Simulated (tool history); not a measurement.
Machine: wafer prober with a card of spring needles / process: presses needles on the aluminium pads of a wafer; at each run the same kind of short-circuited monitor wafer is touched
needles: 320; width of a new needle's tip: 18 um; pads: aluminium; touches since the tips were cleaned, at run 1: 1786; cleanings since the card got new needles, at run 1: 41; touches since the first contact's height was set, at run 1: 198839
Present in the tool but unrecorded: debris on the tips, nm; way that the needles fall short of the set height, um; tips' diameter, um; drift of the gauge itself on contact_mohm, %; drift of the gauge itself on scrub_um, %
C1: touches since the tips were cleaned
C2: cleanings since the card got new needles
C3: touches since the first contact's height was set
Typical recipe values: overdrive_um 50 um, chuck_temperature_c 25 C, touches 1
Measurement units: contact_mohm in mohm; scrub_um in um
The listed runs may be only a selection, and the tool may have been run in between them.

Run 1, hour 0.0: usual settings; C1 1786; C2 41; C3 198839. Result: contact_mohm 191 mohm, scrub_um 13.89 um.
At hour 5.4: tips cleaned on abrasive film.
At hour 13.4: height of the first contact set anew.
At hour 14.9: tips cleaned on abrasive film.
Run 2, hour 15.7: usual settings; C1 439; C2 43; C3 1133. Result: contact_mohm 189 mohm, scrub_um 13.96 um.
At hour 24.0: tips cleaned on abrasive film.
At hour 33.7: tips cleaned on abrasive film.
At hour 43.4: tips cleaned on abrasive film.
Run 3, hour 43.4: usual settings but chuck_temperature_c 106 C; C1 0; C2 46; C3 14761. Result: contact_mohm 207 mohm, scrub_um 13.93 um.
At hour 53.2: tips cleaned on abrasive film.
At hour 62.9: tips cleaned on abrasive film.
Run 4, hour 70.8: usual settings but overdrive_um 41 um, chuck_temperature_c 106 C; C1 3940; C2 48; C3 28353. Result: contact_mohm 209 mohm, scrub_um 11.46 um.
At hour 73.0: tips cleaned on abrasive film.
At hour 82.7: tips cleaned on abrasive film.
Run 5, hour 88.0: usual settings but overdrive_um 41 um, chuck_temperature_c 106 C; C1 2650; C2 50; C3 36801. Result: contact_mohm 211 mohm, scrub_um 11.47 um.
At hour 92.2: tips cleaned on abrasive film.
At hour 102.0: tips cleaned on abrasive film.
Run 6, hour 104.7: usual settings but overdrive_um 41 um, chuck_temperature_c 106 C; C1 1349; C2 52; C3 45046. Result: contact_mohm 213 mohm, scrub_um 11.49 um.
At hour 110.3: tips cleaned on abrasive film.
At hour 120.2: tips cleaned on abrasive film.
Run 7, hour 128.1: usual settings but overdrive_um 41 um, chuck_temperature_c 106 C; C1 3950; C2 54; C3 56595. Result: contact_mohm 211 mohm, scrub_um 11.43 um.
At hour 129.8: tips cleaned on abrasive film.
At hour 138.9: tips cleaned on abrasive film.
At hour 147.2: tips cleaned on abrasive film.
Run 8, hour 154.1: usual settings but overdrive_um 45 um; C1 3443; C2 57; C3 69396. Result: contact_mohm 189 mohm, scrub_um 12.55 um.
At hour 155.9: tips cleaned on abrasive film.
At hour 165.1: tips cleaned on abrasive film.
At hour 174.6: tips cleaned on abrasive film.
At hour 184.0: tips cleaned on abrasive film.
Run 9, hour 185.1: usual settings but touches 2; C1 558; C2 61; C3 84693. Result: contact_mohm 187 mohm, scrub_um 13.97 um.
At hour 192.7: tips cleaned on abrasive film.
At hour 201.9: tips cleaned on abrasive film.
Run 10, hour 208.7: usual settings but touches 2; C1 3372; C2 63; C3 96311. Result: contact_mohm 189 mohm, scrub_um 13.98 um.
At hour 210.4: tips cleaned on abrasive film.
At hour 219.2: tips cleaned on abrasive film.
At hour 228.5: tips cleaned on abrasive film.
Run 11, hour 230.3: usual settings; C1 900; C2 66; C3 106948. Result: contact_mohm 190 mohm, scrub_um 14.00 um.
At hour 237.3: tips cleaned on abrasive film.
Run 12, hour 244.2: usual settings; C1 3410; C2 67; C3 113814. Result: contact_mohm 187 mohm, scrub_um 14.05 um.
At hour 246.3: tips cleaned on abrasive film.
At hour 255.3: tips cleaned on abrasive film.
Run 13, hour 257.0: usual settings; C1 839; C2 69; C3 120095. Result: contact_mohm 189 mohm, scrub_um 14.01 um.
At hour 264.6: tips cleaned on abrasive film.
At hour 273.9: tips cleaned on abrasive film.
At hour 282.2: tips cleaned on abrasive film.
Run 14, hour 283.8: usual settings; C1 816; C2 72; C3 133324. Result: contact_mohm 188 mohm, scrub_um 14.11 um.
At hour 291.1: tips cleaned on abrasive film.
At hour 300.6: tips cleaned on abrasive film.
At hour 310.2: tips cleaned on abrasive film.
Run 15, hour 313.5: usual settings; C1 1638; C2 75; C3 147961. Result: contact_mohm 184 mohm, scrub_um 14.10 um.
At hour 318.9: tips cleaned on abrasive film.
At hour 328.0: tips cleaned on abrasive film.
At hour 338.2: tips cleaned on abrasive film.
Run 16, hour 339.4: usual settings; C1 594; C2 78; C3 160766. Result: contact_mohm 186 mohm, scrub_um 14.09 um.
At hour 346.7: tips cleaned on abrasive film.
At hour 356.0: tips cleaned on abrasive film.
Run 17, hour 358.0: usual settings but overdrive_um 36 um, chuck_temperature_c 89 C, touches 3; C1 988; C2 80; C3 169926. Result: contact_mohm 212 mohm, scrub_um 10.13 um.
At hour 366.2: tips cleaned on abrasive film.
At hour 376.1: tips cleaned on abrasive film.
At hour 386.4: tips cleaned on abrasive film.
Run 18, hour 389.1: usual settings but overdrive_um 45 um, touches 2; C1 1380; C2 83; C3 185293. Result: contact_mohm 187 mohm, scrub_um 12.68 um.
At hour 396.3: tips cleaned on abrasive film.
At hour 406.2: tips cleaned on abrasive film.
Run 19, hour 408.7: usual settings but overdrive_um 68 um, chuck_temperature_c 106 C, touches 2; C1 1212; C2 85; C3 194934. Result: contact_mohm 202 mohm, scrub_um 19.13 um.
At hour 416.0: tips cleaned on abrasive film.
Run 20, hour 422.0: usual settings but overdrive_um 45 um, chuck_temperature_c 92 C; C1 2978; C2 86; C3 201537. Result: contact_mohm 205 mohm, scrub_um 12.70 um.
At hour 426.2: tips cleaned on abrasive film.
At hour 430.3: height of the first contact set anew.
At hour 435.8: tips cleaned on abrasive film.
At hour 444.1: tips cleaned on abrasive film.
Run 21, hour 444.1: usual settings but overdrive_um 35 um, chuck_temperature_c 66 C, touches 2; C1 0; C2 89; C3 6755. Result: contact_mohm 201 mohm, scrub_um 9.80 um.
At hour 453.3: tips cleaned on abrasive film.
At hour 461.8: tips cleaned on abrasive film.
Run 22, hour 461.8: usual settings but chuck_temperature_c 75 C; C1 0; C2 91; C3 15480. Result: contact_mohm 198 mohm, scrub_um 14.16 um.
At hour 471.5: tips cleaned on abrasive film.
At hour 479.7: tips cleaned on abrasive film.
At hour 488.3: tips cleaned on abrasive film.
Run 23, hour 488.3: usual settings but chuck_temperature_c 75 C; C1 0; C2 94; C3 28578. Result: contact_mohm 197 mohm, scrub_um 14.12 um.
At hour 497.6: tips cleaned on abrasive film.
At hour 507.1: tips cleaned on abrasive film.
Run 24, hour 511.1: usual settings but chuck_temperature_c 75 C; C1 2001; C2 96; C3 39840. Result: contact_mohm 200 mohm, scrub_um 14.13 um.
At hour 517.0: tips cleaned on abrasive film.
At hour 525.9: tips cleaned on abrasive film.
Run 25, hour 525.9: usual settings but chuck_temperature_c 83 C; C1 0; C2 98; C3 47135. Result: contact_mohm 204 mohm, scrub_um 14.12 um.
At hour 535.6: tips cleaned on abrasive film.
At hour 545.9: tips cleaned on abrasive film.
Run 26, hour 551.2: usual settings but overdrive_um 58 um, chuck_temperature_c 43 C; C1 2641; C2 100; C3 59614. Result: contact_mohm 190 mohm, scrub_um 16.44 um.
At hour 555.3: tips cleaned on abrasive film.
At hour 564.9: tips cleaned on abrasive film.
Run 27, hour 572.3: usual settings but touches 2; C1 3678; C2 102; C3 70034. Result: contact_mohm 189 mohm, scrub_um 14.17 um.
At hour 573.8: tips cleaned on abrasive film.
At hour 583.1: tips cleaned on abrasive film.
At hour 591.9: tips cleaned on abrasive film.
At hour 600.6: tips cleaned on abrasive film.
Run 28, hour 601.7: usual settings but overdrive_um 68 um, touches 2; C1 562; C2 106; C3 84494. Result: contact_mohm 181 mohm, scrub_um 19.24 um.
At hour 609.8: tips cleaned on abrasive film.
At hour 618.5: tips cleaned on abrasive film.
Run 29, hour 618.5: usual settings but overdrive_um 63 um, chuck_temperature_c 45 C; C1 0; C2 108; C3 92760. Result: contact_mohm 188 mohm, scrub_um 17.81 um.
At hour 627.8: tips cleaned on abrasive film.
At hour 636.8: tips cleaned on abrasive film.
At hour 645.1: tips cleaned on abrasive film.
Run 30, hour 647.4: usual settings but overdrive_um 63 um, chuck_temperature_c 76 C; C1 1158; C2 111; C3 107030. Result: contact_mohm 196 mohm, scrub_um 17.93 um.

Hidden condition of the tool, last listed run before each entry between runs versus first listed run after:
In the gap between runs 1 and 2: tips cleaned on abrasive film (hour 5.4); height of the first contact set anew (hour 13.4); tips cleaned on abrasive film (hour 14.9)
  debris on the tips, nm: 1 -> 0.4; way that the needles fall short of the set height, um: 0.03 -> 0; drift of the gauge itself on scrub_um, %: 0 -> 0.04
  measured less the result without the state, scrub_um: -0.01 -> +0.00 um
In the gap between runs 2 and 3: tips cleaned on abrasive film (hour 24.0); tips cleaned on abrasive film (hour 33.7); tips cleaned on abrasive film (hour 43.4)
  debris on the tips, nm: 0.4 -> 0.1; drift of the gauge itself on scrub_um, %: 0.04 -> 0.11
  measured less the result without the state, scrub_um: +0.00 -> +0.01 um
In the gap between runs 3 and 4: tips cleaned on abrasive film (hour 53.2); tips cleaned on abrasive film (hour 62.9)
  debris on the tips, nm: 0.1 -> 1.5; drift of the gauge itself on scrub_um, %: 0.11 -> 0.19
  measured less the result without the state, scrub_um: +0.01 -> +0.02 um
In the gap between runs 4 and 5: tips cleaned on abrasive film (hour 73.0); tips cleaned on abrasive film (hour 82.7)
  debris on the tips, nm: 1.5 -> 1.3; way that the needles fall short of the set height, um: 0 -> 0.01; drift of the gauge itself on scrub_um, %: 0.19 -> 0.23
  measured less the result without the state, scrub_um: +0.02 -> +0.03 um
In the gap between runs 5 and 6: tips cleaned on abrasive film (hour 92.2); tips cleaned on abrasive film (hour 102.0)
  debris on the tips, nm: 1.3 -> 0.9; drift of the gauge itself on scrub_um, %: 0.23 -> 0.28
  measured less the result without the state, scrub_um: +0.03 -> +0.03 um
In the gap between runs 6 and 7: tips cleaned on abrasive film (hour 110.3); tips cleaned on abrasive film (hour 120.2)
  debris on the tips, nm: 0.9 -> 1.5; drift of the gauge itself on scrub_um, %: 0.28 -> 0.34
  measured less the result without the state, scrub_um: +0.03 -> +0.03 um
In the gap between runs 7 and 8: tips cleaned on abrasive film (hour 129.8); tips cleaned on abrasive film (hour 138.9); tips cleaned on abrasive film (hour 147.2)
  drift of the gauge itself on scrub_um, %: 0.34 -> 0.41
  measured less the result without the state, scrub_um: +0.03 -> +0.05 um
In the gap between runs 8 and 9: tips cleaned on abrasive film (hour 155.9); tips cleaned on abrasive film (hour 165.1); tips cleaned on abrasive film (hour 174.6); tips cleaned on abrasive film (hour 184.0)
  debris on the tips, nm: 1.5 -> 0.5; tips' diameter, um: 18.01 -> 18.02; drift of the gauge itself on scrub_um, %: 0.41 -> 0.49
  measured less the result without the state, scrub_um: +0.05 -> +0.07 um
In the gap between runs 9 and 10: tips cleaned on abrasive film (hour 192.7); tips cleaned on abrasive film (hour 201.9)
  debris on the tips, nm: 0.5 -> 1.4; way that the needles fall short of the set height, um: 0.01 -> 0.02; drift of the gauge itself on scrub_um, %: 0.49 -> 0.56
  measured less the result without the state, scrub_um: +0.07 -> +0.08 um
In the gap between runs 10 and 11: tips cleaned on abrasive film (hour 210.4); tips cleaned on abrasive film (hour 219.2); tips cleaned on abrasive film (hour 228.5)
  debris on the tips, nm: 1.4 -> 0.7; drift of the gauge itself on scrub_um, %: 0.56 -> 0.61
  measured less the result without the state, scrub_um: +0.08 -> +0.08 um
In the gap between runs 11 and 12: tips cleaned on abrasive film (hour 237.3)
  debris on the tips, nm: 0.7 -> 1.4; drift of the gauge itself on scrub_um, %: 0.61 -> 0.65
  measured less the result without the state, scrub_um: +0.08 -> +0.09 um
In the gap between runs 12 and 13: tips cleaned on abrasive film (hour 246.3); tips cleaned on abrasive film (hour 255.3)
  debris on the tips, nm: 1.4 -> 0.6; drift of the gauge itself on scrub_um, %: 0.65 -> 0.69
  measured less the result without the state, scrub_um: +0.09 -> +0.09 um
In the gap between runs 13 and 14: tips cleaned on abrasive film (hour 264.6); tips cleaned on abrasive film (hour 273.9); tips cleaned on abrasive film (hour 282.2)
  drift of the gauge itself on scrub_um, %: 0.69 -> 0.76
  measured less the result without the state, scrub_um: +0.09 -> +0.10 um
In the gap between runs 14 and 15: tips cleaned on abrasive film (hour 291.1); tips cleaned on abrasive film (hour 300.6); tips cleaned on abrasive film (hour 310.2)
  debris on the tips, nm: 0.6 -> 0.9; drift of the gauge itself on scrub_um, %: 0.76 -> 0.84
  measured less the result without the state, scrub_um: +0.10 -> +0.11 um
In the gap between runs 15 and 16: tips cleaned on abrasive film (hour 318.9); tips cleaned on abrasive film (hour 328.0); tips cleaned on abrasive film (hour 338.2)
  debris on the tips, nm: 0.9 -> 0.4; way that the needles fall short of the set height, um: 0.02 -> 0.03; drift of the gauge itself on scrub_um, %: 0.84 -> 0.91
  measured less the result without the state, scrub_um: +0.11 -> +0.12 um
In the gap between runs 16 and 17: tips cleaned on abrasive film (hour 346.7); tips cleaned on abrasive film (hour 356.0)
  debris on the tips, nm: 0.4 -> 0.7; drift of the gauge itself on scrub_um, %: 0.91 -> 0.96
  measured less the result without the state, scrub_um: +0.12 -> +0.09 um
In the gap between runs 17 and 18: tips cleaned on abrasive film (hour 366.2); tips cleaned on abrasive film (hour 376.1); tips cleaned on abrasive film (hour 386.4)
  debris on the tips, nm: 0.7 -> 0.9; drift of the gauge itself on scrub_um, %: 0.96 -> 1.04
  measured less the result without the state, scrub_um: +0.09 -> +0.13 um
In the gap between runs 18 and 19: tips cleaned on abrasive film (hour 396.3); tips cleaned on abrasive film (hour 406.2)
  drift of the gauge itself on scrub_um, %: 1.04 -> 1.09
  measured less the result without the state, scrub_um: +0.13 -> +0.19 um
In the gap between runs 19 and 20: tips cleaned on abrasive film (hour 416.0)
  debris on the tips, nm: 0.9 -> 1.3; drift of the gauge itself on scrub_um, %: 1.09 -> 1.13
  measured less the result without the state, scrub_um: +0.19 -> +0.13 um
In the gap between runs 20 and 21: tips cleaned on abrasive film (hour 426.2); height of the first contact set anew (hour 430.3); tips cleaned on abrasive film (hour 435.8); tips cleaned on abrasive film (hour 444.1)
  debris on the tips, nm: 1.3 -> 0.1; way that the needles fall short of the set height, um: 0.03 -> 0; drift of the gauge itself on scrub_um, %: 1.13 -> 1.18
  measured less the result without the state, scrub_um: +0.13 -> +0.11 um
In the gap between runs 21 and 22: tips cleaned on abrasive film (hour 453.3); tips cleaned on abrasive film (hour 461.8)
  drift of the gauge itself on scrub_um, %: 1.18 -> 1.23
  measured less the result without the state, scrub_um: +0.11 -> +0.18 um
In the gap between runs 22 and 23: tips cleaned on abrasive film (hour 471.5); tips cleaned on abrasive film (hour 479.7); tips cleaned on abrasive film (hour 488.3)
  drift of the gauge itself on scrub_um, %: 1.23 -> 1.3
  measured less the result without the state, scrub_um: +0.18 -> +0.18 um
In the gap between runs 23 and 24: tips cleaned on abrasive film (hour 497.6); tips cleaned on abrasive film (hour 507.1)
  debris on the tips, nm: 0.1 -> 1.2; way that the needles fall short of the set height, um: 0 -> 0.01; drift of the gauge itself on scrub_um, %: 1.3 -> 1.36
  measured less the result without the state, scrub_um: +0.18 -> +0.19 um
In the gap between runs 24 and 25: tips cleaned on abrasive film (hour 517.0); tips cleaned on abrasive film (hour 525.9)
  debris on the tips, nm: 1.2 -> 0.2; drift of the gauge itself on scrub_um, %: 1.36 -> 1.4
  measured less the result without the state, scrub_um: +0.19 -> +0.19 um
In the gap between runs 25 and 26: tips cleaned on abrasive film (hour 535.6); tips cleaned on abrasive film (hour 545.9)
  debris on the tips, nm: 0.2 -> 1.3; tips' diameter, um: 18.02 -> 18.03; drift of the gauge itself on scrub_um, %: 1.4 -> 1.47
  measured less the result without the state, scrub_um: +0.19 -> +0.23 um
In the gap between runs 26 and 27: tips cleaned on abrasive film (hour 555.3); tips cleaned on abrasive film (hour 564.9)
  debris on the tips, nm: 1.3 -> 1.5; drift of the gauge itself on scrub_um, %: 1.47 -> 1.53
  measured less the result without the state, scrub_um: +0.23 -> +0.21 um
In the gap between runs 27 and 28: tips cleaned on abrasive film (hour 573.8); tips cleaned on abrasive film (hour 583.1); tips cleaned on abrasive film (hour 591.9); tips cleaned on abrasive film (hour 600.6)
  debris on the tips, nm: 1.5 -> 0.4; drift of the gauge itself on scrub_um, %: 1.53 -> 1.61
  measured less the result without the state, scrub_um: +0.21 -> +0.30 um
In the gap between runs 28 and 29: tips cleaned on abrasive film (hour 609.8); tips cleaned on abrasive film (hour 618.5)
  debris on the tips, nm: 0.4 -> 0.1; way that the needles fall short of the set height, um: 0.01 -> 0.02; drift of the gauge itself on scrub_um, %: 1.61 -> 1.65
  measured less the result without the state, scrub_um: +0.30 -> +0.28 um
In the gap between runs 29 and 30: tips cleaned on abrasive film (hour 627.8); tips cleaned on abrasive film (hour 636.8); tips cleaned on abrasive film (hour 645.1)
  debris on the tips, nm: 0.1 -> 0.8; drift of the gauge itself on scrub_um, %: 1.65 -> 1.73
  measured less the result without the state, scrub_um: +0.28 -> +0.30 um

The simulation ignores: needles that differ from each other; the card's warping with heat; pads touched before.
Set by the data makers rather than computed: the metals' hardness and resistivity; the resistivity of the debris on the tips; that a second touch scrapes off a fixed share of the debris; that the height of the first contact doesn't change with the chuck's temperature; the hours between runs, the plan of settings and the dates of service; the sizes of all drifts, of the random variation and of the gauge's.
